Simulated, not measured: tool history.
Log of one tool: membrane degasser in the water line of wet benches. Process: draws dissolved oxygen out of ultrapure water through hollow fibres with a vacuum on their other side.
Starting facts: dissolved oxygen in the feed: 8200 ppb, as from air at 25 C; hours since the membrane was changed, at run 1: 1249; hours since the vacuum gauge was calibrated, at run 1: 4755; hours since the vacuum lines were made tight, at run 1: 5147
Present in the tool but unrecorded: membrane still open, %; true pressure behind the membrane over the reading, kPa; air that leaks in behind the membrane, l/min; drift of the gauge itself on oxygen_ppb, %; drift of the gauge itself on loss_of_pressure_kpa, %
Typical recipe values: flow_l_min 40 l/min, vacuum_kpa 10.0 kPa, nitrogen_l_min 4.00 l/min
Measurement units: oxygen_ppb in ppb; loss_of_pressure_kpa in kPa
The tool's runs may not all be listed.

| run | day | flow_l_min | vacuum_kpa | nitrogen_l_min | hours since the membrane was changed | hours since the vacuum gauge was calibrated | hours since the vacuum lines were made tight | oxygen_ppb | loss_of_pressure_kpa |
|---|---|---|---|---|---|---|---|---|---|
| 1 | 0.000 | 40 | 10.0 | 4.00 | 1249 | 4755 | 5147 | 463.2 | 35.64 |
| 2 | 1.254 | 40 | 10.0 | 4.00 | 1280 | 4785 | 5177 | 455.7 | 35.48 |
| 3 | 2.596 | 40 | 10.0 | 4.00 | 1312 | 4817 | 5209 | 465.7 | 35.63 |
| 4 | 4.175 | 40 | 10.0 | 4.00 | 1350 | 4855 | 5247 | 470.3 | 35.59 |
| 5 | 5.483 | 40 | 10.0 | 4.00 | 1381 | 4887 | 5279 | 457.0 | 35.54 |
| 6 | 7.346 | 40 | 10.0 | 2.84 | 1426 | 4931 | 5323 | 517.5 | 35.90 |
| 7 | 8.625 | 40 | 10.0 | 2.84 | 1457 | 4962 | 5354 | 521.9 | 35.84 |
| 8 | 10.888 | 25 | 10.0 | 4.00 | 1511 | 5016 | 5408 | 222.0 | 22.64 |
| 9 | 12.579 | 40 | 10.0 | 4.00 | 1551 | 5057 | 5449 | 471.6 | 36.09 |
| 10 | 14.821 | 37 | 10.0 | 9.11 | 1605 | 5111 | 5503 | 339.4 | 33.26 |
| 11 | 16.821 | 40 | 17.0 | 7.55 | 1653 | 5159 | 5551 | 486.3 | 36.13 |
| 12 | 18.521 | 40 | 17.0 | 7.55 | 1694 | 5199 | 5592 | 482.2 | 36.28 |
|  | 19.842 | gauge calibrated |
| 13 | 19.971 | 52 | 6.2 | 8.75 | 1729 | 5234 | 5626 | 529.4 | 46.51 |
| 14 | 20.971 | 52 | 6.2 | 8.75 | 1753 | 5258 | 5650 | 521.9 | 46.30 |
| 15 | 23.225 | 52 | 6.2 | 8.75 | 1807 | 5312 | 5704 | 530.3 | 46.10 |
| 16 | 25.000 | 48 | 14.5 | 8.58 | 1850 | 5355 | 5747 | 572.3 | 42.83 |
| 17 | 26.975 | 40 | 10.0 | 4.70 | 1897 | 5402 | 5795 | 445.9 | 35.63 |

Some steps in loss_of_pressure_kpa between neighbouring runs. How much of each would the tool show without its hidden state too (settings, what came in, random variation), and how much is left for the hidden state, with any gauge scatter that isn't in both results?
Run 8 -> 9: flow_l_min 25 -> 40. loss_of_pressure_kpa +13.45 kPa: hidden state +0.25, all else +13.20.
Run 12 -> 13: flow_l_min 40 -> 52, vacuum_kpa 17.0 -> 6.2, nitrogen_l_min 7.55 -> 8.75, gauge calibrated. loss_of_pressure_kpa +10.23 kPa: hidden state -0.76, all else +10.99.
